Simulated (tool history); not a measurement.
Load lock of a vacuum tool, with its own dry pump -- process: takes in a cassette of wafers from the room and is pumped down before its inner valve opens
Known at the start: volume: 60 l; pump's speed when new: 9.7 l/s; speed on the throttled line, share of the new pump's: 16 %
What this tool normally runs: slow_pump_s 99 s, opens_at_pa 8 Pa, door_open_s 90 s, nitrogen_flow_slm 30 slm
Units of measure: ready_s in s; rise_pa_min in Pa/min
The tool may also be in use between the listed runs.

| run | hour | slow_pump_s | opens_at_pa | door_open_s | nitrogen_flow_slm | incoming humidity of the room's air, % | ready_s | rise_pa_min |
|---|---|---|---|---|---|---|---|---|
| 1 | 0 | 99 | 8 | 90 | 30 | 44.3 | 143.1 | 0.015 |
| 2 | 303.1 | 99 | 8 | 90 | 30 | 46.8 | 142.5 | 0.024 |
| 3 | 618.3 | 99 | 8 | 90 | 30 | 41.9 | 142.5 | 0.02 |
| 4 | 984 | 99 | 8 | 90 | 30 | 47.6 | 142.7 | 0.022 |
| 5 | 1308.7 | 99 | 8 | 90 | 30 | 43.5 | 142.6 | 0.018 |
| 6 | 1507.4 | 99 | 8 | 90 | 30 | 45.6 | 141.9 | 0.019 |
| 7 | 1673 | 99 | 8 | 90 | 30 | 45.2 | 142.1 | 0.024 |
| 8 | 1920.7 | 123 | 8 | 90 | 30 | 45.2 | 161.9 | 0.024 |
| 9 | 2103.2 | 99 | 8 | 90 | 30 | 43.6 | 142.7 | 0.019 |
| 10 | 2267.7 | 99 | 8 | 90 | 16 | 44.8 | 142 | 0.027 |
| 11 | 2501.3 | 92 | 8 | 90 | 30 | 46.5 | 136.5 | 0.019 |
| 12 | 2658.8 | 92 | 8 | 90 | 30 | 47.2 | 136.3 | 0.023 |
| 13 | 2880.3 | 92 | 8 | 90 | 30 | 47 | 136 | 0.02 |
| 14 | 3053.4 | 92 | 8 | 90 | 30 | 45.4 | 136.5 | 0.022 |
| 15 | 3315.2 | 99 | 8 | 90 | 30 | 44.1 | 142.4 | 0.023 |
| 16 | 3657.1 | 99 | 8 | 32 | 30 | 48.6 | 142.5 | 0.009 |
| 17 | 3872.7 | 99 | 10 | 90 | 30 | 46.5 | 141.4 | 0.023 |
| 18 | 4238.5 | 99 | 8 | 90 | 30 | 45 | 142.9 | 0.02 |
| 19 | 4398.5 | 99 | 11 | 90 | 20 | 45.1 | 140.2 | 0.023 |
| 20 | 4575.3 | 53 | 11 | 73 | 20 | 44.5 | 101.3 | 0.021 |
| 21 | 4932 | 197 | 13 | 73 | 23 | 45.6 | 220.9 | 0.025 |
| 22 | 5170.7 | 83 | 9 | 32 | 11 | 45.3 | 128.1 | 0.019 |
| 23 | 5495.1 | 163 | 9 | 185 | 6 | 44.7 | 196.4 | 0.055 |
| 24 | 5872.7 | 163 | 9 | 185 | 6 | 40.9 | 196.2 | 0.049 |
| 25 | 6143.2 | 163 | 9 | 185 | 6 | 42.2 | 196.9 | 0.053 |
| 26 | 6463.3 | 163 | 9 | 185 | 6 | 46.2 | 195.7 | 0.059 |
| 27 | 6741.1 | 145 | 8 | 237 | 30 | 42.4 | 181.4 | 0.032 |
| 28 | 7078.7 | 145 | 8 | 237 | 30 | 46.8 | 181.7 | 0.037 |
| 29 | 7449.8 | 145 | 8 | 237 | 30 | 45.1 | 181.3 | 0.035 |
| 30 | 7826.4 | 68 | 8 | 97 | 30 | 42.4 | 115.6 | 0.021 |
| 31 | 8049.9 | 141 | 8 | 97 | 9 | 46.2 | 176.9 | 0.034 |
| 32 | 8339.6 | 141 | 8 | 31 | 9 | 46.2 | 178.4 | 0.019 |
| 33 | 8516.8 | 141 | 8 | 31 | 9 | 43.6 | 177.7 | 0.022 |
| 34 | 8803.9 | 158 | 8 | 90 | 30 | 42.8 | 192.2 | 0.019 |
| 35 | 9142 | 146 | 10 | 215 | 12 | 43.7 | 180 | 0.053 |
| 36 | 9393.1 | 161 | 8 | 215 | 12 | 49.8 | 194 | 0.049 |

Forecast each of these 4 alternatives for the next run:
| A | 9670.1 | 161 | 8 | 215 | 43 | 44.7 | ? | ? |
| B | 9670.1 | 66 | 7 | 215 | 12 | 41.7 | ? | ? |
| C | 9670.1 | 57 | 15 | 215 | 6 | 42.9 | ? | ? |
| D | 9670.1 | 161 | 11 | 56 | 12 | 47.5 | ? | ? |

| run | ready_s | rise_pa_min |
|---|---|---|
| A | 194.9 | 0.023 |
| B | 115.8 | 0.046 |
| C | 102.8 | 0.058 |
| D | 193.6 | 0.029 |
The same runs, with their run-to-run variation unchanged, on a tool lacking any hidden condition would have given:
| run | ready_s | rise_pa_min |
|---|---|---|
| A | 194.9 | 0.022 |
| B | 115.8 | 0.045 |
| C | 102.8 | 0.056 |
| D | 193.6 | 0.028 |

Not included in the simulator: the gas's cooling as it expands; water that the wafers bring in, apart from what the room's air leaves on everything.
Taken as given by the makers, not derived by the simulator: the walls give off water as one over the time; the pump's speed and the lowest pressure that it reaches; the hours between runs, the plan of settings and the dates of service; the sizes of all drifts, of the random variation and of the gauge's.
